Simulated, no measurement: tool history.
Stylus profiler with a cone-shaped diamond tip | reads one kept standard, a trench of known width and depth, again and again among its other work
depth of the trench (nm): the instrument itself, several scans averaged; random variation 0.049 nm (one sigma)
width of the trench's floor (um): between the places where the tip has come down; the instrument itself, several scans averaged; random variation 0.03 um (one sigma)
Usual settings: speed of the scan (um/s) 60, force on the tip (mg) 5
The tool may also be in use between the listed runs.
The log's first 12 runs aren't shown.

run,hour,speed of the scan (um/s),force on the tip (mg),scans with this tip,hours of work since the height scale was calibrated,depth of the trench (nm),width of the trench's floor (um)
13,554.7,75,5,4001,830,204.29,26.63
14,595,60,5,4104,852,204.25,26.65
15,647,60,5,4236,879,204.3,26.71
16,690.1,60,5,4346,902,204.22,26.62
17,750.2,60,4.38,4499,934,203.87,26.62
18,787.2,60,5,4593,953,204.09,26.63
19,824.6,181,5,4688,973,204.17,26.45
20,878.3,181,5,4825,1001,204.15,26.39
21,940.1,181,5,4982,1034,204.2,26.41
22,994.7,26,3.79,5121,1063,203.36,26.64
23,1021.6,26,10.48,5189,1077,207.23,26.65
# hour 1060.9: height scale calibrated on a step standard
24,1070.3,26,10.48,5312,5,207.14,26.7
25,1109.9,26,10.48,5413,26,207.07,26.62
26,1153.6,26,10.48,5524,49,207.15,26.59
27,1201.5,144,4.25,5646,74,203.47,26.39
# hour 1246.1: height scale calibrated on a step standard, once more
28,1246.1,179,11.17,5758,0,208.25,26.43
29,1299.8,179,11.17,5894,28,208.17,26.44
30,1357.9,219,11.78,6042,59,208.54,26.37
31,1407,41,6.61,6167,85,205.71,26.51
32,1458.8,41,6.61,6299,112,205.74,26.53
33,1501.6,135,2.95,6408,135,203.28,26.29
34,1548.8,36,4.38,6528,160,204.4,26.52
35,1595.1,36,4.38,6646,184,204.31,26.5

Forecast each of these 5 alternatives for the next run:
A,1652.8,57,5,6793,215,?,?
B,1652.8,62,11.04,6793,215,?,?
C,1652.8,60,6.16,6793,215,?,?
D,1652.8,30,4.38,6793,215,?,?
E,1652.8,22,3.14,6793,215,?,?

run,depth of the trench (nm),width of the trench's floor (um)
A,204.65,26.49
B,208.1,26.47
C,205.45,26.53
D,204.29,26.51
E,203.42,26.49
Without the tool's hidden state the same runs would have given:
run,depth of the trench (nm),width of the trench's floor (um)
A,204.84,27.13
B,208.3,27.12
C,205.64,27.17
D,204.48,27.15
E,203.6,27.13

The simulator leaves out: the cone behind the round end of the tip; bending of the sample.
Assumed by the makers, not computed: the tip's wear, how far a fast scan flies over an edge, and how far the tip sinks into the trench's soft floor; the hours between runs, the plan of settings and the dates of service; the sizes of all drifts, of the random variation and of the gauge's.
